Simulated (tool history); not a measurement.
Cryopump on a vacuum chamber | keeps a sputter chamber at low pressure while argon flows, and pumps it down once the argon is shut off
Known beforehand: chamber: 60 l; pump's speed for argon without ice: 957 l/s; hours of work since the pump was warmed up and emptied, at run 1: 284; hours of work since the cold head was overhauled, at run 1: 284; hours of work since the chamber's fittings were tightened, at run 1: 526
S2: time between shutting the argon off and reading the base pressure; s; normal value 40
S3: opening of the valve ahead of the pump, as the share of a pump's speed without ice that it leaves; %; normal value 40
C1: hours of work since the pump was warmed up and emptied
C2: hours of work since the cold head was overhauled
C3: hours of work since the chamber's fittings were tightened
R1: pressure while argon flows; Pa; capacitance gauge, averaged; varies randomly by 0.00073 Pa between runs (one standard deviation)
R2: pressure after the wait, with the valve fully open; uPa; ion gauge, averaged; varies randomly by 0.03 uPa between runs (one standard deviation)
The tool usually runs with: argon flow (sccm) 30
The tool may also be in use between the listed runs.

Run 1, hour 0.0: usual settings; C1 284; C2 284; C3 526. Result: R1 0.1388 Pa, R2 2.06 uPa.
Run 2, hour 34.2: usual settings; C1 308; C2 308; C3 549. Result: R1 0.1390 Pa, R2 2.14 uPa.
Run 3, hour 60.7: usual settings but S2 69 s; C1 327; C2 327; C3 568. Result: R1 0.1412 Pa, R2 1.58 uPa.
Run 4, hour 91.4: usual settings but S2 38 s; C1 348; C2 348; C3 589. Result: R1 0.1412 Pa, R2 2.24 uPa.
Run 5, hour 108.7: usual settings but S2 38 s; C1 360; C2 360; C3 601. Result: R1 0.1388 Pa, R2 2.22 uPa.
At hour 139.0: pump warmed up, emptied and cooled again.
Run 6, hour 150.3: usual settings but S2 38 s; C1 8; C2 385; C3 626. Result: R1 0.1332 Pa, R2 2.13 uPa.
Run 7, hour 186.4: usual settings; C1 33; C2 410; C3 651. Result: R1 0.1337 Pa, R2 2.07 uPa.
Run 8, hour 214.6: usual settings; C1 52; C2 430; C3 671. Result: R1 0.1330 Pa, R2 2.09 uPa.
Run 9, hour 237.4: usual settings but S2 149 s; C1 68; C2 446; C3 687. Result: R1 0.1344 Pa, R2 1.30 uPa.
Run 10, hour 268.3: usual settings but S2 110 s; C1 90; C2 467; C3 708. Result: R1 0.1358 Pa, R2 1.37 uPa.
Run 11, hour 294.5: usual settings; C1 108; C2 485; C3 726. Result: R1 0.1343 Pa, R2 2.15 uPa.
Run 12, hour 323.2: usual settings; C1 128; C2 505; C3 746. Result: R1 0.1347 Pa, R2 2.20 uPa.
Run 13, hour 356.6: usual settings; C1 151; C2 528; C3 769. Result: R1 0.1355 Pa, R2 2.22 uPa.
Run 14, hour 390.5: usual settings; C1 174; C2 552; C3 793. Result: R1 0.1359 Pa, R2 2.22 uPa.
Run 15, hour 424.3: usual settings but S2 77 s; C1 198; C2 575; C3 816. Result: R1 0.1370 Pa, R2 1.75 uPa.
Run 16, hour 446.2: usual settings but S2 77 s; C1 213; C2 590; C3 831. Result: R1 0.1370 Pa, R2 1.74 uPa.
Run 17, hour 465.9: usual settings; C1 227; C2 604; C3 845. Result: R1 0.1380 Pa, R2 2.35 uPa.
Run 18, hour 493.4: usual settings; C1 246; C2 623; C3 864. Result: R1 0.1377 Pa, R2 2.33 uPa.
Run 19, hour 525.8: usual settings; C1 268; C2 645; C3 887. Result: R1 0.1379 Pa, R2 2.42 uPa.
Run 20, hour 557.6: usual settings; C1 290; C2 667; C3 909. Result: R1 0.1382 Pa, R2 2.43 uPa.
Run 21, hour 580.6: usual settings; C1 306; C2 683; C3 925. Result: R1 0.1377 Pa, R2 2.46 uPa.
Run 22, hour 597.0: usual settings; C1 317; C2 695; C3 936. Result: R1 0.1398 Pa, R2 2.42 uPa.
Run 23, hour 626.2: usual settings but argon flow (sccm) 12, S3 19 %; C1 338; C2 715; C3 956. Result: R1 0.1155 Pa, R2 2.41 uPa.
Run 24, hour 647.7: usual settings but argon flow (sccm) 15, S2 23 s, S3 18 %; C1 353; C2 730; C3 971. Result: R1 0.1523 Pa, R2 3.35 uPa.
Run 25, hour 663.4: usual settings but argon flow (sccm) 15, S2 23 s, S3 18 %; C1 363; C2 741; C3 982. Result: R1 0.1503 Pa, R2 3.31 uPa.
At hour 687.4: pump warmed up, emptied and cooled again.
Run 26, hour 704.4: usual settings but argon flow (sccm) 18, S2 115 s, S3 48 %; C1 12; C2 766; C3 1007. Result: R1 0.0674 Pa, R2 1.65 uPa.
Run 27, hour 724.2: usual settings but argon flow (sccm) 16, S2 115 s; C1 25; C2 779; C3 1021. Result: R1 0.0716 Pa, R2 1.68 uPa.
Run 28, hour 755.4: usual settings but argon flow (sccm) 20, S3 45 %; C1 47; C2 801; C3 1042. Result: R1 0.0809 Pa, R2 2.42 uPa.
Run 29, hour 785.0: usual settings but argon flow (sccm) 20, S3 45 %; C1 68; C2 821; C3 1063. Result: R1 0.0792 Pa, R2 2.45 uPa.
Run 30, hour 815.4: usual settings but argon flow (sccm) 38, S2 210 s, S3 27 %; C1 89; C2 843; C3 1084. Result: R1 0.2514 Pa, R2 1.58 uPa.
Run 31, hour 842.0: usual settings but argon flow (sccm) 33; C1 107; C2 861; C3 1102. Result: R1 0.1492 Pa, R2 2.49 uPa.
Run 32, hour 860.5: usual settings but argon flow (sccm) 14, S3 29 %; C1 120; C2 874; C3 1115. Result: R1 0.0872 Pa, R2 2.49 uPa.
Run 33, hour 894.5: usual settings but S3 36 %; C1 143; C2 897; C3 1139. Result: R1 0.1510 Pa, R2 2.56 uPa.
Run 34, hour 928.0: usual settings but argon flow (sccm) 33, S2 261 s, S3 31 %; C1 167; C2 921; C3 1162. Result: R1 0.1926 Pa, R2 1.60 uPa.

A few steps of R1 between consecutive runs. Split each: what settings, incoming material and random variation would produce without the hidden state, and what is left over for the hidden state, along with gauge scatter present in only one of the two compared results (measured, and without hidden state):
Hidden conditions of the tool in this case: pump's speed, % of a pump's without ice; cold plate's temperature, K; leak into the chamber, uPa l/s; drift of the gauge itself on working_pa, %; drift of the gauge itself on base_upa, %.
Run 5 -> 6: pump warmed up, emptied and cooled again. R1 -0.0056 Pa: hidden state -0.0073, all else +0.0017.
Run 22 -> 23: argon flow (sccm) 30 -> 12, S3 40 -> 19. R1 -0.0243 Pa: hidden state -0.0039, all else -0.0204.
Run 25 -> 26: argon flow (sccm) 15 -> 18, S2 23 -> 115, S3 18 -> 48, pump warmed up, emptied and cooled again. R1 -0.0829 Pa: hidden state -0.0032, all else -0.0797.
Run 29 -> 30: argon flow (sccm) 20 -> 38, S2 40 -> 210, S3 45 -> 27. R1 +0.1722 Pa: hidden state +0.0020, all else +0.1702.
Run 30 -> 31: argon flow (sccm) 38 -> 33, S2 210 -> 40, S3 27 -> 40. R1 -0.1022 Pa: hidden state -0.0001, all else -0.1021.
